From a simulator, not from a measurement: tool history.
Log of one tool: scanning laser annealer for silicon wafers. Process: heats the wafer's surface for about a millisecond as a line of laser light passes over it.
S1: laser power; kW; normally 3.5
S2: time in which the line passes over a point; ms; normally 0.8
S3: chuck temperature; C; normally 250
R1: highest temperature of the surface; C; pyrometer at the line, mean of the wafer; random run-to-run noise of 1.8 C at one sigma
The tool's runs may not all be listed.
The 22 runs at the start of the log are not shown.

run   hour     S1     S2   S3    R1
 23  174.6  3.488  0.909  248   984
 24  183.3  3.491  0.958  217   976
 25  194.7  3.207  0.664  274   831
 26  204.4  3.623    0.9  259  1026
 27    216  3.623    0.9  259  1025
 28  228.5  3.341  0.939  219   929
     231.6  -- window over the wafer cleaned
 29  239.2  3.815  0.752  286  1013
 30  249.8    3.5  0.805  250   933
 31  258.2  3.692  0.653  283   929
 32    271  3.663  0.653  234   873
 33    277  3.663  0.653  234   874
     281.5  -- window over the wafer cleaned, once more
 34  286.3  3.663  0.653  234   898
 35  294.9   3.16  0.604  289   820
 36  306.7   3.16  0.604  289   817
 37  318.8   3.16  0.898  289   949
 38  325.7  3.838  0.822  228  1023
 39  338.2   3.09   0.93  260   913
 40  345.5   3.09   0.93  260   914

Each row is a separate what-if for the run after 40, all from the same tool condition, not one after another. Results?
  A  354.9  3.357  0.846  228   ?
  B  354.9  3.549  0.583  289   ?
  C  354.9  3.458    0.6  217   ?

run   R1
  A  912
  B  885
  C  803
With the hidden condition removed and each run's random variation left untouched, the same runs would have given:
run   R1
  A  930
  B  900
  C  817

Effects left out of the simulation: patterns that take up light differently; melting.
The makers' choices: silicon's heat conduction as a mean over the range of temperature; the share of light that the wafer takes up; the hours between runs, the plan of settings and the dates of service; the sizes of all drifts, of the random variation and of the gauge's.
